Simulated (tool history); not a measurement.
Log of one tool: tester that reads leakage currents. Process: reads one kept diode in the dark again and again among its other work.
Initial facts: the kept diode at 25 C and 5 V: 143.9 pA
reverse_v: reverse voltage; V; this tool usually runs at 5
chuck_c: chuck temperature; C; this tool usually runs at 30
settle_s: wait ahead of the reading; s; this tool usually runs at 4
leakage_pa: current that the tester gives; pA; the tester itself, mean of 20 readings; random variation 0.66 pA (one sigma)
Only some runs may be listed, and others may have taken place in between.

run 1 hour=0 | reverse_v=5 chuck_c=30 settle_s=4 | leakage_pa=232.08
run 2 hour=34.2 | reverse_v=5 chuck_c=30 settle_s=4 | leakage_pa=230.97
run 3 hour=65.6 | reverse_v=5 chuck_c=30 settle_s=4 | leakage_pa=232.33
run 4 hour=108.2 | reverse_v=5 chuck_c=30 settle_s=4 | leakage_pa=234.58
run 5 hour=144.3 | reverse_v=5 chuck_c=30 settle_s=4 | leakage_pa=235.03
run 6 hour=172.4 | reverse_v=15.52 chuck_c=30 settle_s=1.89 | leakage_pa=391.09
-- hour=177.5 chuck's temperature calibrated
run 7 hour=206 | reverse_v=15.52 chuck_c=23 settle_s=1.89 | leakage_pa=228.61
run 8 hour=254.5 | reverse_v=8.29 chuck_c=32 settle_s=2.81 | leakage_pa=359.83
run 9 hour=292.1 | reverse_v=5 chuck_c=22 settle_s=4 | leakage_pa=126.14
run 10 hour=342 | reverse_v=1.51 chuck_c=44 settle_s=4 | leakage_pa=414.68

Branching from run 10: 3 alternative next runs. What would each branch give?
run A hour=372.3 | reverse_v=12.43 chuck_c=30 settle_s=4.18 | leakage_pa=?
run B hour=372.3 | reverse_v=4.78 chuck_c=40 settle_s=4 | leakage_pa=?
run C hour=372.3 | reverse_v=18.04 chuck_c=31 settle_s=4 | leakage_pa=?

run=A leakage_pa=368.71
run=B leakage_pa=524.13
run=C leakage_pa=475.65
Stripped of hidden state, with their random variation kept, the same runs would have yielded:
run=A leakage_pa=327.48
run=B leakage_pa=469.3
run=C leakage_pa=422.71

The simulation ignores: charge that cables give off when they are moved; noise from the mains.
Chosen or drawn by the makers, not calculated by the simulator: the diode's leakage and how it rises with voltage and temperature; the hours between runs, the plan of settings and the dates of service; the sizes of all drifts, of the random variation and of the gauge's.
